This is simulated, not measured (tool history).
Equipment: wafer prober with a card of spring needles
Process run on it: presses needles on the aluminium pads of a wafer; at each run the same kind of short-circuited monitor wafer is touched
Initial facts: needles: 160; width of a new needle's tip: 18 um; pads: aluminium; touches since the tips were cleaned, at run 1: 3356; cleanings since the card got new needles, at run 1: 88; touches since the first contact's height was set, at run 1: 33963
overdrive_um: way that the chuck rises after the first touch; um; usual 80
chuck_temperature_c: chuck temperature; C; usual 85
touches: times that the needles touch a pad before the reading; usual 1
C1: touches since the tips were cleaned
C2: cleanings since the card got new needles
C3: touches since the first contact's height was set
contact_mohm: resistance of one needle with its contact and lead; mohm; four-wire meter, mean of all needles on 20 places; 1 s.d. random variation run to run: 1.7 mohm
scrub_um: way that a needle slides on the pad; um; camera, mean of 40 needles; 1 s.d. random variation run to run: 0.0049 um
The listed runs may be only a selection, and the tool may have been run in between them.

{"run": 1, "hour": 0.0, "overdrive_um": 80, "chuck_temperature_c": 85, "touches": 1, "C1": 3356, "C2": 88, "C3": 33963, "contact_mohm": 169, "scrub_um": 13.66}
{"hour": 7.8, "done": "tips cleaned on abrasive film"}
{"hour": 21.5, "done": "tips cleaned on abrasive film"}
{"run": 2, "hour": 24.0, "overdrive_um": 80, "chuck_temperature_c": 85, "touches": 1, "C1": 1166, "C2": 90, "C3": 44730, "contact_mohm": 172, "scrub_um": 13.658}
{"hour": 35.3, "done": "tips cleaned on abrasive film"}
{"hour": 50.7, "done": "tips cleaned on abrasive film"}
{"run": 3, "hour": 61.0, "overdrive_um": 80, "chuck_temperature_c": 85, "touches": 1, "C1": 4670, "C2": 92, "C3": 61357, "contact_mohm": 169, "scrub_um": 13.655}
{"hour": 64.1, "done": "tips cleaned on abrasive film"}
{"hour": 77.5, "done": "tips cleaned on abrasive film"}
{"hour": 86.9, "done": "height of the first contact set anew"}
{"run": 4, "hour": 87.5, "overdrive_um": 80, "chuck_temperature_c": 85, "touches": 1, "C1": 4368, "C2": 94, "C3": 236, "contact_mohm": 172, "scrub_um": 13.654}
{"hour": 93.1, "done": "tips cleaned on abrasive film"}
{"hour": 106.3, "done": "tips cleaned on abrasive film"}
{"run": 5, "hour": 117.6, "overdrive_um": 80, "chuck_temperature_c": 67, "touches": 1, "C1": 5093, "C2": 96, "C3": 13747, "contact_mohm": 168, "scrub_um": 13.655}
{"hour": 120.0, "done": "tips cleaned on abrasive film"}
{"hour": 135.6, "done": "tips cleaned on abrasive film"}
{"run": 6, "hour": 147.0, "overdrive_um": 80, "chuck_temperature_c": 67, "touches": 2, "C1": 5171, "C2": 98, "C3": 26983, "contact_mohm": 166, "scrub_um": 13.646}
{"hour": 149.1, "done": "tips cleaned on abrasive film"}
{"hour": 163.7, "done": "tips cleaned on abrasive film"}
{"run": 7, "hour": 175.2, "overdrive_um": 80, "chuck_temperature_c": 85, "touches": 2, "C1": 5170, "C2": 100, "C3": 39593, "contact_mohm": 172, "scrub_um": 13.659}
{"hour": 178.2, "done": "tips cleaned on abrasive film"}
{"hour": 192.1, "done": "tips cleaned on abrasive film"}
{"run": 8, "hour": 195.4, "overdrive_um": 80, "chuck_temperature_c": 85, "touches": 1, "C1": 1508, "C2": 102, "C3": 48657, "contact_mohm": 170, "scrub_um": 13.641}
{"hour": 206.1, "done": "tips cleaned on abrasive film"}
{"run": 9, "hour": 218.4, "overdrive_um": 80, "chuck_temperature_c": 85, "touches": 1, "C1": 5590, "C2": 103, "C3": 59005, "contact_mohm": 169, "scrub_um": 13.657}
{"hour": 220.1, "done": "tips cleaned on abrasive film"}
{"hour": 234.0, "done": "tips cleaned on abrasive film"}
{"hour": 249.7, "done": "tips cleaned on abrasive film"}
{"hour": 250.0, "done": "height of the first contact set anew"}
{"run": 10, "hour": 253.4, "overdrive_um": 80, "chuck_temperature_c": 85, "touches": 1, "C1": 1555, "C2": 106, "C3": 1555, "contact_mohm": 169, "scrub_um": 13.657}
{"hour": 264.4, "done": "tips cleaned on abrasive film"}
{"run": 11, "hour": 276.9, "overdrive_um": 80, "chuck_temperature_c": 85, "touches": 1, "C1": 5629, "C2": 107, "C3": 12101, "contact_mohm": 171, "scrub_um": 13.653}
{"hour": 279.8, "done": "tips cleaned on abrasive film"}
{"hour": 293.7, "done": "tips cleaned on abrasive film"}
{"run": 12, "hour": 305.0, "overdrive_um": 80, "chuck_temperature_c": 85, "touches": 1, "C1": 5097, "C2": 109, "C3": 24720, "contact_mohm": 169, "scrub_um": 13.653}
{"hour": 308.0, "done": "tips cleaned on abrasive film"}
{"hour": 321.3, "done": "tips cleaned on abrasive film"}
{"hour": 334.3, "done": "tips cleaned on abrasive film"}
{"run": 13, "hour": 335.8, "overdrive_um": 80, "chuck_temperature_c": 85, "touches": 1, "C1": 674, "C2": 112, "C3": 38480, "contact_mohm": 170, "scrub_um": 13.662}
{"hour": 348.1, "done": "tips cleaned on abrasive film"}
{"run": 14, "hour": 356.5, "overdrive_um": 80, "chuck_temperature_c": 85, "touches": 1, "C1": 3782, "C2": 113, "C3": 47805, "contact_mohm": 167, "scrub_um": 13.652}
{"hour": 362.7, "done": "tips cleaned on abrasive film"}
{"hour": 376.2, "done": "tips cleaned on abrasive film"}
{"run": 15, "hour": 383.9, "overdrive_um": 80, "chuck_temperature_c": 85, "touches": 1, "C1": 3475, "C2": 115, "C3": 60098, "contact_mohm": 169, "scrub_um": 13.649}
{"hour": 390.5, "done": "tips cleaned on abrasive film"}
{"hour": 403.9, "done": "tips cleaned on abrasive film"}
{"run": 16, "hour": 405.6, "overdrive_um": 80, "chuck_temperature_c": 85, "touches": 1, "C1": 730, "C2": 117, "C3": 69784, "contact_mohm": 171, "scrub_um": 13.649}
{"hour": 412.9, "done": "height of the first contact set anew"}
{"hour": 418.3, "done": "tips cleaned on abrasive film"}
{"hour": 432.5, "done": "tips cleaned on abrasive film"}
{"run": 17, "hour": 432.5, "overdrive_um": 70, "chuck_temperature_c": 66, "touches": 2, "C1": 0, "C2": 119, "C3": 8788, "contact_mohm": 167, "scrub_um": 11.942}
{"hour": 447.9, "done": "tips cleaned on abrasive film"}
{"run": 18, "hour": 460.2, "overdrive_um": 70, "chuck_temperature_c": 66, "touches": 2, "C1": 5580, "C2": 120, "C3": 21247, "contact_mohm": 171, "scrub_um": 11.943}
{"hour": 463.3, "done": "tips cleaned on abrasive film"}
{"hour": 478.0, "done": "tips cleaned on abrasive film"}
{"run": 19, "hour": 485.9, "overdrive_um": 80, "chuck_temperature_c": 101, "touches": 1, "C1": 3586, "C2": 122, "C3": 32781, "contact_mohm": 174, "scrub_um": 13.657}
{"hour": 491.1, "done": "tips cleaned on abrasive film"}
{"hour": 505.6, "done": "tips cleaned on abrasive film"}
{"hour": 519.3, "done": "tips cleaned on abrasive film"}
{"run": 20, "hour": 522.7, "overdrive_um": 87, "chuck_temperature_c": 59, "touches": 3, "C1": 1574, "C2": 125, "C3": 49279, "contact_mohm": 163, "scrub_um": 14.846}
{"hour": 534.1, "done": "tips cleaned on abrasive film"}
{"run": 21, "hour": 544.0, "overdrive_um": 87, "chuck_temperature_c": 59, "touches": 3, "C1": 4479, "C2": 126, "C3": 58832, "contact_mohm": 163, "scrub_um": 14.852}
{"hour": 547.2, "done": "tips cleaned on abrasive film"}
{"hour": 560.3, "done": "tips cleaned on abrasive film"}
{"run": 22, "hour": 562.1, "overdrive_um": 87, "chuck_temperature_c": 59, "touches": 3, "C1": 835, "C2": 128, "C3": 66936, "contact_mohm": 164, "scrub_um": 14.838}
{"hour": 574.1, "done": "tips cleaned on abrasive film"}
{"hour": 574.4, "done": "height of the first contact set anew"}
{"run": 23, "hour": 583.6, "overdrive_um": 71, "chuck_temperature_c": 60, "touches": 1, "C1": 4183, "C2": 129, "C3": 4183, "contact_mohm": 167, "scrub_um": 12.114}
{"hour": 588.3, "done": "tips cleaned on abrasive film"}
{"hour": 602.7, "done": "tips cleaned on abrasive film"}
{"hour": 616.7, "done": "tips cleaned on abrasive film"}
{"run": 24, "hour": 620.6, "overdrive_um": 71, "chuck_temperature_c": 60, "touches": 1, "C1": 1786, "C2": 132, "C3": 20773, "contact_mohm": 170, "scrub_um": 12.121}
{"hour": 632.2, "done": "tips cleaned on abrasive film"}
{"run": 25, "hour": 643.2, "overdrive_um": 60, "chuck_temperature_c": 74, "touches": 1, "C1": 4987, "C2": 133, "C3": 30926, "contact_mohm": 177, "scrub_um": 10.233}
{"hour": 645.4, "done": "tips cleaned on abrasive film"}
{"hour": 659.3, "done": "tips cleaned on abrasive film"}
{"run": 26, "hour": 667.8, "overdrive_um": 94, "chuck_temperature_c": 106, "touches": 1, "C1": 3867, "C2": 135, "C3": 41970, "contact_mohm": 167, "scrub_um": 16.038}
{"hour": 673.2, "done": "tips cleaned on abrasive film"}
{"run": 27, "hour": 684.4, "overdrive_um": 94, "chuck_temperature_c": 117, "touches": 2, "C1": 5041, "C2": 136, "C3": 49397, "contact_mohm": 170, "scrub_um": 16.037}
{"hour": 686.6, "done": "tips cleaned on abrasive film"}
{"hour": 701.0, "done": "tips cleaned on abrasive film"}
{"hour": 714.9, "done": "tips cleaned on abrasive film"}
{"run": 28, "hour": 714.9, "overdrive_um": 80, "chuck_temperature_c": 33, "touches": 1, "C1": 0, "C2": 139, "C3": 63043, "contact_mohm": 160, "scrub_um": 13.661}
{"hour": 728.8, "done": "tips cleaned on abrasive film"}
{"hour": 737.5, "done": "height of the first contact set anew"}
{"hour": 742.8, "done": "tips cleaned on abrasive film"}
{"run": 29, "hour": 743.2, "overdrive_um": 80, "chuck_temperature_c": 33, "touches": 2, "C1": 205, "C2": 141, "C3": 2552, "contact_mohm": 159, "scrub_um": 13.654}

Predict each of these 4 candidate next runs independently; none follows another, all start after run 29:
{"hour": 757.2, "done": "tips cleaned on abrasive film"}
{"run": "A", "hour": 760.0, "overdrive_um": 77, "chuck_temperature_c": 31, "touches": 2, "C1": 1236, "C2": 142, "C3": 10066, "contact_mohm": "?", "scrub_um": "?"}
{"hour": 757.2, "done": "tips cleaned on abrasive film"}
{"run": "B", "hour": 760.0, "overdrive_um": 86, "chuck_temperature_c": 85, "touches": 1, "C1": 1236, "C2": 142, "C3": 10066, "contact_mohm": "?", "scrub_um": "?"}
{"hour": 757.2, "done": "tips cleaned on abrasive film"}
{"run": "C", "hour": 760.0, "overdrive_um": 74, "chuck_temperature_c": 85, "touches": 2, "C1": 1236, "C2": 142, "C3": 10066, "contact_mohm": "?", "scrub_um": "?"}
{"hour": 757.2, "done": "tips cleaned on abrasive film"}
{"run": "D", "hour": 760.0, "overdrive_um": 88, "chuck_temperature_c": 85, "touches": 1, "C1": 1236, "C2": 142, "C3": 10066, "contact_mohm": "?", "scrub_um": "?"}

run=A contact_mohm=159 scrub_um=13.143
run=B contact_mohm=168 scrub_um=14.678
run=C contact_mohm=171 scrub_um=12.628
run=D contact_mohm=168 scrub_um=15.024
Had the tool no hidden state, the same runs would have come out as:
run=A contact_mohm=159 scrub_um=13.143
run=B contact_mohm=168 scrub_um=14.678
run=C contact_mohm=171 scrub_um=12.628
run=D contact_mohm=168 scrub_um=15.024

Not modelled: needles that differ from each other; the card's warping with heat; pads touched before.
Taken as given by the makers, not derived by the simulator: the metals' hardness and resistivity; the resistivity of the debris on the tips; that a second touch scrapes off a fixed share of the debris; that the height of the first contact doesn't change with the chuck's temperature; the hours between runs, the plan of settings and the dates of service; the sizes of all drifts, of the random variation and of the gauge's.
